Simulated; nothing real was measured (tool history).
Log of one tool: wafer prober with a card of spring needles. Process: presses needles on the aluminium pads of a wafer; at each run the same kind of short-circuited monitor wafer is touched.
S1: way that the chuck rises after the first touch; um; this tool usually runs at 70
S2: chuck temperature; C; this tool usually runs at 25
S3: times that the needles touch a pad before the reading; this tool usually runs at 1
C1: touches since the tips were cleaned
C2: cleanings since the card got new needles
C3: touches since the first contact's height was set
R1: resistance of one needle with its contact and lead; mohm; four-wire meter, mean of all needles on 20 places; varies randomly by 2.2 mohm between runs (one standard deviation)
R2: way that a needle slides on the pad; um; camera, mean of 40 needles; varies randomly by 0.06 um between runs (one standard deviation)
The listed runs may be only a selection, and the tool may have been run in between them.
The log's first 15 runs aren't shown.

{"hour": 480.9, "done": "tips cleaned on abrasive film"}
{"run": 16, "hour": 492.0, "S1": 70, "S2": 42, "S3": 1, "C1": 3484, "C2": 43, "C3": 42084, "R1": 258, "R2": 13.9}
{"hour": 498.8, "done": "tips cleaned on abrasive film"}
{"hour": 519.0, "done": "tips cleaned on abrasive film"}
{"run": 17, "hour": 531.9, "S1": 82, "S2": 25, "S3": 1, "C1": 4047, "C2": 45, "C3": 54521, "R1": 250, "R2": 16.33}
{"hour": 539.5, "done": "tips cleaned on abrasive film"}
{"hour": 560.8, "done": "tips cleaned on abrasive film"}
{"run": 18, "hour": 571.2, "S1": 82, "S2": 25, "S3": 1, "C1": 3277, "C2": 47, "C3": 66772, "R1": 247, "R2": 16.32}
{"hour": 578.7, "done": "tips cleaned on abrasive film"}
{"hour": 598.4, "done": "tips cleaned on abrasive film"}
{"run": 19, "hour": 598.4, "S1": 82, "S2": 25, "S3": 1, "C1": 0, "C2": 49, "C3": 75221, "R1": 247, "R2": 16.41}
{"hour": 616.3, "done": "tips cleaned on abrasive film"}
{"hour": 634.3, "done": "tips cleaned on abrasive film"}
{"run": 20, "hour": 636.6, "S1": 82, "S2": 25, "S3": 1, "C1": 704, "C2": 51, "C3": 87120, "R1": 253, "R2": 16.39}
{"hour": 653.2, "done": "tips cleaned on abrasive film"}
{"run": 21, "hour": 659.3, "S1": 82, "S2": 25, "S3": 1, "C1": 1886, "C2": 52, "C3": 94188, "R1": 252, "R2": 16.39}
{"hour": 672.5, "done": "tips cleaned on abrasive film"}
{"hour": 692.4, "done": "tips cleaned on abrasive film"}
{"run": 22, "hour": 703.6, "S1": 82, "S2": 25, "S3": 1, "C1": 3510, "C2": 54, "C3": 108023, "R1": 253, "R2": 16.32}
{"hour": 711.7, "done": "tips cleaned on abrasive film"}
{"hour": 731.1, "done": "tips cleaned on abrasive film"}
{"run": 23, "hour": 735.2, "S1": 89, "S2": 25, "S3": 1, "C1": 1287, "C2": 56, "C3": 117847, "R1": 248, "R2": 17.76}
{"hour": 750.3, "done": "tips cleaned on abrasive film"}
{"run": 24, "hour": 764.4, "S1": 69, "S2": 32, "S3": 1, "C1": 4431, "C2": 57, "C3": 126978, "R1": 252, "R2": 13.79}
{"hour": 768.9, "done": "tips cleaned on abrasive film"}
{"hour": 788.6, "done": "tips cleaned on abrasive film"}
{"run": 25, "hour": 791.6, "S1": 70, "S2": 41, "S3": 2, "C1": 929, "C2": 59, "C3": 135414, "R1": 253, "R2": 14.04}
{"hour": 806.8, "done": "tips cleaned on abrasive film"}
{"hour": 825.5, "done": "tips cleaned on abrasive film"}
{"run": 26, "hour": 825.5, "S1": 61, "S2": 74, "S3": 2, "C1": 0, "C2": 61, "C3": 145981, "R1": 263, "R2": 12.2}
{"hour": 843.6, "done": "tips cleaned on abrasive film"}
{"hour": 863.9, "done": "tips cleaned on abrasive film"}
{"run": 27, "hour": 864.8, "S1": 66, "S2": 36, "S3": 3, "C1": 271, "C2": 63, "C3": 158227, "R1": 259, "R2": 13.2}
{"hour": 882.3, "done": "tips cleaned on abrasive film"}
{"hour": 901.0, "done": "tips cleaned on abrasive film"}
{"run": 28, "hour": 901.0, "S1": 73, "S2": 39, "S3": 2, "C1": 0, "C2": 65, "C3": 169484, "R1": 252, "R2": 14.55}
{"hour": 920.4, "done": "tips cleaned on abrasive film"}
{"hour": 938.6, "done": "tips cleaned on abrasive film"}
{"run": 29, "hour": 943.1, "S1": 73, "S2": 39, "S3": 2, "C1": 1416, "C2": 67, "C3": 182639, "R1": 251, "R2": 14.58}
{"hour": 958.5, "done": "tips cleaned on abrasive film"}
{"hour": 976.3, "done": "tips cleaned on abrasive film"}
{"run": 30, "hour": 980.1, "S1": 73, "S2": 39, "S3": 2, "C1": 1180, "C2": 69, "C3": 194143, "R1": 252, "R2": 14.46}
{"hour": 996.0, "done": "tips cleaned on abrasive film"}
{"run": 31, "hour": 1006.8, "S1": 73, "S2": 39, "S3": 2, "C1": 3387, "C2": 70, "C3": 202493, "R1": 252, "R2": 14.41}

Predict each of these 4 candidate next runs independently; none follows another, all start after run 31:
{"hour": 1017.6, "done": "tips cleaned on abrasive film"}
{"hour": 1036.7, "done": "tips cleaned on abrasive film"}
{"run": "A", "hour": 1046.6, "S1": 75, "S2": 25, "S3": 1, "C1": 3115, "C2": 72, "C3": 214899, "R1": "?", "R2": "?"}
{"hour": 1017.6, "done": "tips cleaned on abrasive film"}
{"hour": 1036.7, "done": "tips cleaned on abrasive film"}
{"run": "B", "hour": 1046.6, "S1": 70, "S2": 29, "S3": 3, "C1": 3115, "C2": 72, "C3": 214899, "R1": "?", "R2": "?"}
{"hour": 1017.6, "done": "tips cleaned on abrasive film"}
{"hour": 1036.7, "done": "tips cleaned on abrasive film"}
{"run": "C", "hour": 1046.6, "S1": 66, "S2": 25, "S3": 1, "C1": 3115, "C2": 72, "C3": 214899, "R1": "?", "R2": "?"}
{"hour": 1017.6, "done": "tips cleaned on abrasive film"}
{"hour": 1036.7, "done": "tips cleaned on abrasive film"}
{"run": "D", "hour": 1046.6, "S1": 61, "S2": 31, "S3": 1, "C1": 3115, "C2": 72, "C3": 214899, "R1": "?", "R2": "?"}

run=A R1=250 R2=15.03
run=B R1=254 R2=13.95
run=C R1=246 R2=13.17
run=D R1=252 R2=12.14
With no hidden state in the tool, these same runs would have given:
run=A R1=250 R2=15.04
run=B R1=254 R2=13.97
run=C R1=246 R2=13.18
run=D R1=251 R2=12.15
